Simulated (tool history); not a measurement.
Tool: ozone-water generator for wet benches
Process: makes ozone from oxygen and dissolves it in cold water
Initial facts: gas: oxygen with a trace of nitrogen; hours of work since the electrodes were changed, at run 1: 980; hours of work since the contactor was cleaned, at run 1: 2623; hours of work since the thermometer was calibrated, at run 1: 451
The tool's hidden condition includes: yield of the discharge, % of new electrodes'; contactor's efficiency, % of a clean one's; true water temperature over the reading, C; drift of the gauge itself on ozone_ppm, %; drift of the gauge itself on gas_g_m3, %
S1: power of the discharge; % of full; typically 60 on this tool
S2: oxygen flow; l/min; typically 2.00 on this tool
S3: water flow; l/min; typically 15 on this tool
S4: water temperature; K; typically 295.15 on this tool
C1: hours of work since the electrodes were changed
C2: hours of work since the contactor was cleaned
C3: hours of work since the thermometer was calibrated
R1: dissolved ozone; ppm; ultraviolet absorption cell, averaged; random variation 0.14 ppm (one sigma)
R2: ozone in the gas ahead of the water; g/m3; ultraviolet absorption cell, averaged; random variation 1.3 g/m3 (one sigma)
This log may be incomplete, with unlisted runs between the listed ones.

run,hour,S1,S2,S3,S4,C1,C2,C3,R1,R2
1,0.0,60,2.00,15,295.15,980,2623,451,15.2,238.0
2,34.4,60,2.00,15,295.15,1005,2648,476,15.4,240.9
3,61.3,60,2.00,11,295.15,1025,2667,496,19.7,238.0
4,91.4,60,2.00,11,295.15,1047,2689,518,19.5,236.5
5,110.6,60,2.00,11,295.15,1061,2703,532,19.9,237.2
6,141.1,60,2.00,11,295.15,1083,2725,554,19.6,235.9
7,159.2,60,2.00,11,295.15,1096,2738,567,19.6,235.9
8,192.7,60,2.00,15,295.15,1120,2763,591,15.3,236.6
9,211.7,60,2.00,15,295.15,1134,2777,605,15.4,235.9
10,235.3,60,2.00,20,295.15,1151,2794,622,11.8,236.7
11,265.5,60,1.93,15,295.15,1173,2816,644,15.3,241.6
12,282.5,60,2.00,15,295.15,1185,2828,657,14.9,235.6
# hour 298.0: contactor cleaned
13,308.8,60,2.00,15,295.15,1202,8,673,16.0,237.1
14,339.9,60,2.00,17,295.15,1224,31,695,14.4,234.8
15,362.6,60,2.00,15,295.15,1241,47,712,15.9,232.2
16,391.2,60,2.00,15,295.15,1262,68,733,15.8,238.3
17,405.4,85,2.86,21,295.15,1272,78,743,15.6,236.6
18,439.1,60,2.79,15,296.15,1296,103,767,15.9,192.2
19,458.0,60,2.79,15,296.15,1310,116,781,15.6,191.0
20,489.3,74,2.00,16,288.15,1333,139,804,18.3,267.6
21,503.9,74,2.00,16,288.15,1343,150,814,18.3,270.7
22,533.5,74,2.00,16,288.15,1365,171,836,18.7,269.1
23,554.8,76,1.75,11,289.15,1380,187,851,25.6,299.2
24,576.2,62,1.87,16,292.15,1396,202,867,15.6,251.7
25,604.4,60,1.05,15,295.15,1416,223,888,14.9,351.3
26,625.4,60,1.05,15,295.15,1432,238,903,14.9,352.2
27,641.7,63,2.25,15,295.15,1444,250,915,16.5,222.5
28,667.9,60,1.25,15,295.15,1463,269,934,15.0,312.3
29,686.8,94,2.00,10,295.15,1476,283,947,29.1,317.7
30,710.3,60,1.26,15,288.15,1493,300,964,15.7,314.9
31,743.8,60,1.01,15,288.15,1518,324,989,15.4,361.6
32,769.0,60,1.01,15,288.15,1536,342,1007,15.2,358.3

3 ways to go on from here, each from the tool as it stands after run 32. What would each give?
A,794.5,60,2.97,15,288.15,1555,361,1026,?,?
B,794.5,92,1.03,21,288.15,1555,361,1026,?,?
C,794.5,57,1.01,21,297.15,1555,361,1026,?,?

run,R1,R2
A,17.0,180.7
B,14.2,470.8
C,10.1,347.1
Had the tool no hidden state, the same runs would have come out as:
run,R1,R2
A,17.9,187.6
B,15.0,494.8
C,10.5,359.9

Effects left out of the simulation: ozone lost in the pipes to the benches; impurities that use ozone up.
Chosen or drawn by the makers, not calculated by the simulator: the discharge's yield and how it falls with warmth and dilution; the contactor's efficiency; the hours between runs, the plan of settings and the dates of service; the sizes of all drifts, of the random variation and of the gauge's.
